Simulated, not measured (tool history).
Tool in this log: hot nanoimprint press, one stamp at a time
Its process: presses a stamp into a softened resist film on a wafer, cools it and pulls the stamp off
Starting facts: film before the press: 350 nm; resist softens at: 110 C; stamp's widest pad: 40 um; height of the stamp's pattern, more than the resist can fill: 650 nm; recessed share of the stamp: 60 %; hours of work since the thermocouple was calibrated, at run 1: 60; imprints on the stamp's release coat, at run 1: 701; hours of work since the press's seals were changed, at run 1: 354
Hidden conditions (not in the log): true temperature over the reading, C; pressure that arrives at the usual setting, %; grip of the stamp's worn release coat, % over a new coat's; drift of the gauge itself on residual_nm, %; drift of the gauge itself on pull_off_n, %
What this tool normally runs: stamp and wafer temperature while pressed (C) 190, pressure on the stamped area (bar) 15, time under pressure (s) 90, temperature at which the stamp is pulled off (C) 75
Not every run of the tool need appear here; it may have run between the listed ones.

| run | day | stamp and wafer temperature while pressed (C) | pressure on the stamped area (bar) | time under pressure (s) | temperature at which the stamp is pulled off (C) | hours of work since the thermocouple was calibrated | imprints on the stamp's release coat | hours of work since the press's seals were changed | resist left under the stamp's widest pad (Å) | greatest force while the stamp is pulled off (N) |
|---|---|---|---|---|---|---|---|---|---|---|
| 1 | 0 | 190 | 15 | 90 | 75 | 60 | 701 | 354 | 1823 | 121 |
| 2 | 0.771 | 190 | 15 | 90 | 75 | 68 | 727 | 363 | 1829 | 122 |
| 3 | 1.562 | 190 | 15 | 90 | 75 | 77 | 754 | 371 | 1825 | 126 |
| 4 | 2.342 | 190 | 15 | 90 | 70 | 85 | 781 | 379 | 1824 | 133 |
| 5 | 2.979 | 190 | 15 | 90 | 70 | 92 | 802 | 386 | 1815 | 130 |
| 6 | 3.5 | 190 | 11 | 90 | 69 | 97 | 820 | 391 | 2079 | 128 |
| 7 | 4.271 | 190 | 11 | 90 | 69 | 105 | 846 | 400 | 2082 | 135 |
| 8 | 4.971 | 190 | 15 | 90 | 63 | 113 | 870 | 407 | 1823 | 144 |
| 9 | 5.617 | 190 | 15 | 99 | 80 | 119 | 891 | 414 | 1767 | 120 |
| 10 | 6.204 | 190 | 15 | 99 | 80 | 126 | 911 | 420 | 1765 | 123 |

What if the next run were any one of these 3? Each begins from the tool's condition after run 10:
| A | 6.725 | 184 | 17.8 | 99 | 75 | 131 | 929 | 426 | ? | ? |
| B | 6.725 | 190 | 15 | 90 | 74 | 131 | 929 | 426 | ? | ? |
| C | 6.725 | 190 | 16.6 | 150 | 78 | 131 | 929 | 426 | ? | ? |

| run | resist left under the stamp's widest pad (Å) | greatest force while the stamp is pulled off (N) |
|---|---|---|
| A | 1885 | 133 |
| B | 1816 | 132 |
| C | 1447 | 123 |
Take away the tool's hidden state, keep each run's random variation, and the runs would have read:
| run | resist left under the stamp's widest pad (Å) | greatest force while the stamp is pulled off (N) |
|---|---|---|
| A | 1890 | 93 |
| B | 1821 | 92 |
| C | 1451 | 86 |
